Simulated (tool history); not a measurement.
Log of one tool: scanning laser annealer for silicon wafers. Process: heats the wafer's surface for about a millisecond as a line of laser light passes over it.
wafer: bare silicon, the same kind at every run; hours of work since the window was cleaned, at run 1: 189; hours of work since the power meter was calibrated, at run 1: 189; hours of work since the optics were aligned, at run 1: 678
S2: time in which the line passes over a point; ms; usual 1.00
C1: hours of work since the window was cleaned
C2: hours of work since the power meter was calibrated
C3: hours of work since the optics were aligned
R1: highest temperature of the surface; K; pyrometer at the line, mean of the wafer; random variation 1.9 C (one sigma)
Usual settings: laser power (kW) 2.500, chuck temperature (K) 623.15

Run 1, hour 0.0: usual settings; C1 189; C2 189; C3 678. Result: R1 1372.15 K.
Run 2, hour 9.4: usual settings; C1 195; C2 195; C3 684. Result: R1 1372.15 K.
Run 3, hour 14.8: usual settings; C1 198; C2 198; C3 688. Result: R1 1376.15 K.
Run 4, hour 21.4: usual settings; C1 203; C2 203; C3 692. Result: R1 1369.15 K.
Run 5, hour 28.6: usual settings but laser power (kW) 2.591; C1 207; C2 207; C3 696. Result: R1 1408.15 K.
Run 6, hour 36.1: usual settings; C1 212; C2 212; C3 701. Result: R1 1374.15 K.
Run 7, hour 40.6: usual settings; C1 215; C2 215; C3 704. Result: R1 1370.15 K.
Run 8, hour 49.3: usual settings but laser power (kW) 2.445; C1 221; C2 221; C3 710. Result: R1 1345.15 K.
Run 9, hour 57.2: usual settings; C1 226; C2 226; C3 715. Result: R1 1371.15 K.
Run 10, hour 66.3: usual settings; C1 231; C2 231; C3 721. Result: R1 1371.15 K.
Run 11, hour 75.7: usual settings; C1 237; C2 237; C3 727. Result: R1 1370.15 K.
Run 12, hour 80.5: usual settings but S2 0.82 ms; C1 240; C2 240; C3 730. Result: R1 1305.15 K.
Run 13, hour 87.0: usual settings but S2 0.82 ms; C1 245; C2 245; C3 734. Result: R1 1305.15 K.
Run 14, hour 96.8: usual settings but laser power (kW) 2.545; C1 251; C2 251; C3 740. Result: R1 1388.15 K.
Run 15, hour 104.9: usual settings but laser power (kW) 2.545; C1 256; C2 256; C3 745. Result: R1 1387.15 K.
Run 16, hour 114.0: usual settings but laser power (kW) 2.545; C1 262; C2 262; C3 751. Result: R1 1386.15 K.
Run 17, hour 120.4: usual settings but chuck temperature (K) 645.15; C1 266; C2 266; C3 755. Result: R1 1391.15 K.
Run 18, hour 124.7: usual settings but laser power (kW) 2.260, S2 0.81 ms; C1 269; C2 269; C3 758. Result: R1 1215.15 K.
Run 19, hour 129.4: usual settings but laser power (kW) 2.260, S2 0.81 ms; C1 272; C2 272; C3 761. Result: R1 1213.15 K.
Run 20, hour 134.6: usual settings but laser power (kW) 2.260, S2 0.81 ms, chuck temperature (K) 643.15; C1 275; C2 275; C3 764. Result: R1 1234.15 K.
Run 21, hour 140.5: usual settings but laser power (kW) 2.566, S2 0.94 ms; C1 279; C2 279; C3 768. Result: R1 1370.15 K.
Run 22, hour 148.4: usual settings but laser power (kW) 2.566, S2 0.94 ms; C1 284; C2 284; C3 773. Result: R1 1372.15 K.
Run 23, hour 158.2: usual settings but laser power (kW) 2.518, S2 0.93 ms, chuck temperature (K) 613.15; C1 290; C2 290; C3 779. Result: R1 1337.15 K.
Run 24, hour 163.8: usual settings but laser power (kW) 2.255; C1 294; C2 294; C3 783. Result: R1 1274.15 K.
Run 25, hour 169.4: usual settings but laser power (kW) 2.255, S2 0.85 ms; C1 297; C2 297; C3 787. Result: R1 1224.15 K.
Run 26, hour 179.2: usual settings but laser power (kW) 2.255, S2 0.85 ms; C1 304; C2 304; C3 793. Result: R1 1221.15 K.
Run 27, hour 185.6: usual settings but laser power (kW) 2.255, S2 0.85 ms; C1 308; C2 308; C3 797. Result: R1 1220.15 K.
Run 28, hour 194.8: usual settings but chuck temperature (K) 606.15; C1 314; C2 314; C3 803. Result: R1 1346.15 K.

Some steps in R1 between neighbouring runs. How much of each would the tool show without its hidden state too (settings, what came in, random variation), and how much is left for the hidden state, with any gauge scatter that isn't in both results?
The hidden state here: light that passes the window, % of a clean one's; laser's true power over the reading, %; width of the line over the set one, %; drift of the gauge itself on peak_c, C.
Run 17 -> 18: laser power (kW) 2.500 -> 2.260, S2 1.00 -> 0.81, chuck temperature (K) 645.15 -> 623.15. R1 -176.00 K: hidden state +7.00, all else -183.00.
Run 20 -> 21: laser power (kW) 2.260 -> 2.566, S2 0.81 -> 0.94, chuck temperature (K) 643.15 -> 623.15. R1 +136.00 K: hidden state -7.00, all else +143.00.

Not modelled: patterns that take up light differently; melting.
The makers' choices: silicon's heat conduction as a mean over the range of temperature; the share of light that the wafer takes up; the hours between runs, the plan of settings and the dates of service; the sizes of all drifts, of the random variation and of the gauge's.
